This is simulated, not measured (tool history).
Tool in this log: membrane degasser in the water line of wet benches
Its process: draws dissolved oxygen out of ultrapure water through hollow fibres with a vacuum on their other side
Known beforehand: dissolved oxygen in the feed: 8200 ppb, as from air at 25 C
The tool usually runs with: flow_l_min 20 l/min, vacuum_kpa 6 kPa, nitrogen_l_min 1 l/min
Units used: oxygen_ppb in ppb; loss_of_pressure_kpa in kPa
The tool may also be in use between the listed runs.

run	day	flow_l_min	vacuum_kpa	nitrogen_l_min	oxygen_ppb	loss_of_pressure_kpa
1	0	20	6	1	281.2	30.27
2	10.021	20	6	1	277.6	30.28
3	19.325	20	6	1	280.5	30.36
4	30.329	20	5.4	1	254.3	30.21
5	36.904	20	5.4	1	257.3	30.35
6	46.033	20	5.4	1	258.4	30.27
7	56.662	20	5.4	1	258	30.36
8	63.988	20	6	1	280.8	30.18
9	73.183	20	6	1	284.8	30.13
10	78.458	20	6	1	285.4	30.25
11	84.033	20	6	1	284.6	30.2
12	94.375	20	6	1	280.4	30.36
13	100.317	20	10.08	1	450.7	30.25
14	108.529	20	6	1	284.2	30.19
15	116.525	20	6	1	284.2	30.28
16	122.854	20	6	1	284.7	30.02
17	131.308	20	6	1	285	29.99
18	141.471	20	6	1	282.8	30.19
19	150.512	15	6.22	1	190.4	22.61
20	155.658	13	5.56	1.39	113.3	19.51
21	163.358	20	6	1.11	271.4	30.19
22	170.521	16	7.36	0.89	265.4	24.05
23	181.05	18	9.05	2.81	217.4	26.97
24	187.092	23	7.64	1.38	377.4	34.65
25	193.525	14	3.94	1.03	96.7	21.04
26	201.333	14	3.94	1.03	97.9	20.99
27	207.629	14	3.94	1.03	96.2	21.08
28	214.954	17	3.94	0.63	160	25.54
29	224.579	12	7.87	1	181	17.94
30	235.646	13	3.93	1	84.7	19.53
31	241.425	13	3.93	1	84.2	19.43
32	250.417	25	4.85	0.52	390.9	37.34

Not shown: 3 entries that the log had between the listed runs. Between which runs, and how does the tool's hidden state differ before and after?
In the gap between runs 1 and 2: vacuum gauge calibrated (day 6.804)
  drift of the gauge itself on loss_of_pressure_kpa, %: 0 -> -0.05
  measured minus no-state result, loss_of_pressure_kpa: +0.01 -> -0.01 kPa
In the gap between runs 23 and 24: vacuum gauge calibrated (day 184.812)
  drift of the gauge itself on loss_of_pressure_kpa, %: -0.96 -> -1
  measured minus no-state result, loss_of_pressure_kpa: -0.25 -> -0.33 kPa
In the gap between runs 29 and 30: seals of the vacuum lines changed (day 230.733)
  air that leaks in behind the membrane, l/min: 0.0021 -> 0.002; drift of the gauge itself on loss_of_pressure_kpa, %: -1.2 -> -1.25
  measured minus no-state result, loss_of_pressure_kpa: -0.21 -> -0.23 kPa
